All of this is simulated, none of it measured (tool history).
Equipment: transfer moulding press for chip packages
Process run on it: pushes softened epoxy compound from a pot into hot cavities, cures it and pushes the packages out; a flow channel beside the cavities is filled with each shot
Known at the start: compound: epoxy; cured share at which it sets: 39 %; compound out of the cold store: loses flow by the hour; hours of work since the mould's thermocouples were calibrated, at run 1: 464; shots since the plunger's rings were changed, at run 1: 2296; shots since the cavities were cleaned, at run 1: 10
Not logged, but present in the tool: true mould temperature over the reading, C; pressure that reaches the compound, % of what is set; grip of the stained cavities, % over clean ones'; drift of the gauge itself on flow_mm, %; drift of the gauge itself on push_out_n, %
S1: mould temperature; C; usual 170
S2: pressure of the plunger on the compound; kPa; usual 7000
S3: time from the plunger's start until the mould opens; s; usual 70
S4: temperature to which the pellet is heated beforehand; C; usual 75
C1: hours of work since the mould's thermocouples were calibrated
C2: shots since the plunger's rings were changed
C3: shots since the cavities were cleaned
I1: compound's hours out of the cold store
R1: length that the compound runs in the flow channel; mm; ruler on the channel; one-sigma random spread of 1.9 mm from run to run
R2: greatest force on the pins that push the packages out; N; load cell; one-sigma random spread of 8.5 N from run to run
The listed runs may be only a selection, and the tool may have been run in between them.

| run | hour | S1 | S2 | S3 | S4 | C1 | C2 | C3 | I1 | R1 | R2 |
|---|---|---|---|---|---|---|---|---|---|---|---|
| 1 | 0 | 170 | 7000 | 70 | 75 | 464 | 2296 | 10 | 43.4 | 784 | 350 |
| 2 | 47.3 | 170 | 7000 | 70 | 75 | 487 | 2793 | 507 | 41.6 | 788 | 594 |
|  | 61.1 | cavities cleaned with cleaning compound and waxed |
| 3 | 101.9 | 170 | 7000 | 70 | 75 | 514 | 3352 | 430 | 17 | 871 | 569 |
|  | 123.5 | cavities cleaned with cleaning compound and waxed |
| 4 | 145.8 | 170 | 7000 | 70 | 75 | 535 | 3798 | 235 | 46.4 | 762 | 483 |
|  | 187.1 | cavities cleaned with cleaning compound and waxed |
|  | 204.8 | plunger's sealing rings changed |
| 5 | 215.8 | 170 | 7000 | 70 | 75 | 568 | 116 | 276 | 45.1 | 797 | 468 |
|  | 249.8 | cavities cleaned with cleaning compound and waxed |
| 6 | 274.6 | 170 | 7000 | 70 | 75 | 596 | 718 | 261 | 35.6 | 822 | 501 |
| 7 | 306.3 | 170 | 7000 | 70 | 75 | 612 | 1052 | 595 | 39.8 | 802 | 585 |
|  | 314 | cavities cleaned with cleaning compound and waxed |
| 8 | 362.6 | 170 | 7810 | 70 | 75 | 639 | 1629 | 512 | 25.6 | 898 | 605 |
|  | 378.1 | cavities cleaned with cleaning compound and waxed |
| 9 | 408.8 | 170 | 7000 | 70 | 75 | 661 | 2098 | 322 | 30.6 | 830 | 509 |
|  | 439.5 | cavities cleaned with cleaning compound and waxed |
| 10 | 457.5 | 170 | 7000 | 70 | 75 | 685 | 2595 | 190 | 10.3 | 906 | 453 |
|  | 470.9 | mould's thermocouples calibrated |
|  | 504.4 | cavities cleaned with cleaning compound and waxed |
| 11 | 507.2 | 170 | 7000 | 70 | 75 | 17 | 3081 | 30 | 39.4 | 792 | 391 |
| 12 | 550.7 | 170 | 5330 | 70 | 75 | 39 | 3539 | 488 | 20.4 | 751 | 610 |
|  | 568.3 | cavities cleaned with cleaning compound and waxed |
| 13 | 608.2 | 170 | 7000 | 70 | 75 | 67 | 4127 | 420 | 41.1 | 781 | 561 |
|  | 629.4 | cavities cleaned with cleaning compound and waxed |
|  | 636.5 | plunger's sealing rings changed |
| 14 | 652.3 | 170 | 7000 | 70 | 79 | 87 | 166 | 215 | 28.2 | 858 | 509 |
|  | 691.4 | cavities cleaned with cleaning compound and waxed |
| 15 | 711.9 | 170 | 7020 | 70 | 72 | 116 | 777 | 215 | 10.8 | 924 | 496 |
|  | 752 | cavities cleaned with cleaning compound and waxed |
| 16 | 771.7 | 171 | 7000 | 70 | 65 | 145 | 1391 | 208 | 24.3 | 857 | 478 |
|  | 814.3 | cavities cleaned with cleaning compound and waxed |
| 17 | 829.8 | 171 | 7000 | 99 | 65 | 173 | 1986 | 163 | 8.5 | 918 | 386 |
|  | 874.5 | cavities cleaned with cleaning compound and waxed |
| 18 | 876.8 | 170 | 7000 | 70 | 76 | 195 | 2465 | 25 | 45.6 | 773 | 360 |
| 19 | 912 | 170 | 8170 | 70 | 75 | 213 | 2835 | 395 | 42.3 | 848 | 546 |
|  | 936.2 | cavities cleaned with cleaning compound and waxed |
| 20 | 947.1 | 170 | 8170 | 70 | 75 | 230 | 3188 | 115 | 31.3 | 885 | 422 |
| 21 | 975.5 | 170 | 8170 | 70 | 74 | 244 | 3487 | 414 | 38.1 | 855 | 558 |
|  | 1000.7 | cavities cleaned with cleaning compound and waxed |
| 22 | 1009.4 | 170 | 8170 | 70 | 74 | 260 | 3828 | 92 | 13.1 | 954 | 432 |
| 23 | 1046 | 171 | 8170 | 70 | 72 | 278 | 4213 | 477 | 26.1 | 894 | 565 |
|  | 1063.6 | plunger's sealing rings changed |
|  | 1065.1 | cavities cleaned with cleaning compound and waxed |
| 24 | 1086.1 | 171 | 8170 | 70 | 72 | 296 | 221 | 221 | 12.7 | 990 | 477 |

Expected results for the next run?
|  | 1126.2 | cavities cleaned with cleaning compound and waxed |
| 25 | 1142.6 | 171 | 8170 | 70 | 72 | 323 | 800 | 173 | 28.4 | ? | ? |

R1: 919 mm
R2: 449 N
Without the tool's hidden state the same run would have given R1 928 mm, R2 349 N.

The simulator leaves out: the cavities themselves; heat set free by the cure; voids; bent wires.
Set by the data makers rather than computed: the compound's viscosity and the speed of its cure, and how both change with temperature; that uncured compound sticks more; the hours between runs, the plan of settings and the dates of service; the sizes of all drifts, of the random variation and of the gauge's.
